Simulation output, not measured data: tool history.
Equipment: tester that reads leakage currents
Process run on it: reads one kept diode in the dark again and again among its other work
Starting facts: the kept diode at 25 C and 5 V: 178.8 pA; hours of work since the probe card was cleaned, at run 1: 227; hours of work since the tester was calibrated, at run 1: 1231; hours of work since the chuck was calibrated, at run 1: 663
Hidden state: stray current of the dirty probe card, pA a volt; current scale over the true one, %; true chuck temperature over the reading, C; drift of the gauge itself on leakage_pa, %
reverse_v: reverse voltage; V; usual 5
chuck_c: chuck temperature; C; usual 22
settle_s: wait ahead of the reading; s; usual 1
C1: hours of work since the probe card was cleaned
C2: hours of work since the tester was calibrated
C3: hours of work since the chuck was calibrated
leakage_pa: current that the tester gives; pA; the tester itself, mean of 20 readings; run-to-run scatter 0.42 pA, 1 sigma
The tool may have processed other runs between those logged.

run 1 hour=0 | reverse_v=5 chuck_c=22 settle_s=1 | C1=227 C2=1231 C3=663 | leakage_pa=126.55
run 2 hour=92.8 | reverse_v=5 chuck_c=22 settle_s=1 | C1=271 C2=1276 C3=708 | leakage_pa=125.13
run 3 hour=236.6 | reverse_v=5 chuck_c=22 settle_s=0.97 | C1=341 C2=1345 C3=777 | leakage_pa=124.49
run 4 hour=300.4 | reverse_v=5 chuck_c=22 settle_s=0.97 | C1=372 C2=1376 C3=808 | leakage_pa=123.76
run 5 hour=441.9 | reverse_v=5 chuck_c=22 settle_s=0.97 | C1=440 C2=1444 C3=877 | leakage_pa=123.94
run 6 hour=543.1 | reverse_v=5 chuck_c=22 settle_s=0.97 | C1=489 C2=1493 C3=926 | leakage_pa=123.49
-- hour=622.8 chuck's temperature calibrated
run 7 hour=627.2 | reverse_v=5 chuck_c=22 settle_s=0.97 | C1=529 C2=1533 C3=2 | leakage_pa=143.49
run 8 hour=757.7 | reverse_v=5 chuck_c=34 settle_s=1 | C1=592 C2=1596 C3=65 | leakage_pa=377.15
run 9 hour=898.9 | reverse_v=5 chuck_c=34 settle_s=1 | C1=660 C2=1664 C3=133 | leakage_pa=371.15
run 10 hour=1016.6 | reverse_v=2 chuck_c=22 settle_s=1 | C1=717 C2=1721 C3=190 | leakage_pa=82.64
run 11 hour=1132.2 | reverse_v=5 chuck_c=23 settle_s=0.34 | C1=773 C2=1777 C3=246 | leakage_pa=155.18
run 12 hour=1248.7 | reverse_v=19.77 chuck_c=30 settle_s=0.5 | C1=829 C2=1833 C3=303 | leakage_pa=590.86
run 13 hour=1392.4 | reverse_v=5 chuck_c=49 settle_s=1.06 | C1=899 C2=1903 C3=372 | leakage_pa=1117.34
run 14 hour=1504.6 | reverse_v=1.19 chuck_c=54 settle_s=6.9 | C1=953 C2=1957 C3=426 | leakage_pa=714.59
run 15 hour=1581.5 | reverse_v=1.18 chuck_c=38 settle_s=1 | C1=990 C2=1994 C3=464 | leakage_pa=216.39

Forecast each of these 5 alternatives for the next run:
run A hour=1687.5 | reverse_v=1.18 chuck_c=40 settle_s=0.43 | C1=1042 C2=2046 C3=515 | leakage_pa=?
run B hour=1687.5 | reverse_v=5 chuck_c=37 settle_s=1 | C1=1042 C2=2046 C3=515 | leakage_pa=?
run C hour=1687.5 | reverse_v=1.18 chuck_c=37 settle_s=1 | C1=1042 C2=2046 C3=515 | leakage_pa=?
run D hour=1687.5 | reverse_v=1.31 chuck_c=26 settle_s=4.78 | C1=1042 C2=2046 C3=515 | leakage_pa=?
run E hour=1687.5 | reverse_v=12.41 chuck_c=21 settle_s=1.93 | C1=1042 C2=2046 C3=515 | leakage_pa=?

run=A leakage_pa=250.2
run=B leakage_pa=444.32
run=C leakage_pa=197.93
run=D leakage_pa=86.25
run=E leakage_pa=214.66
With the hidden condition removed and each run's random variation left untouched, the same runs would have given:
run=A leakage_pa=273.3
run=B leakage_pa=479.81
run=C leakage_pa=216.07
run=D leakage_pa=93.05
run=E leakage_pa=211.76

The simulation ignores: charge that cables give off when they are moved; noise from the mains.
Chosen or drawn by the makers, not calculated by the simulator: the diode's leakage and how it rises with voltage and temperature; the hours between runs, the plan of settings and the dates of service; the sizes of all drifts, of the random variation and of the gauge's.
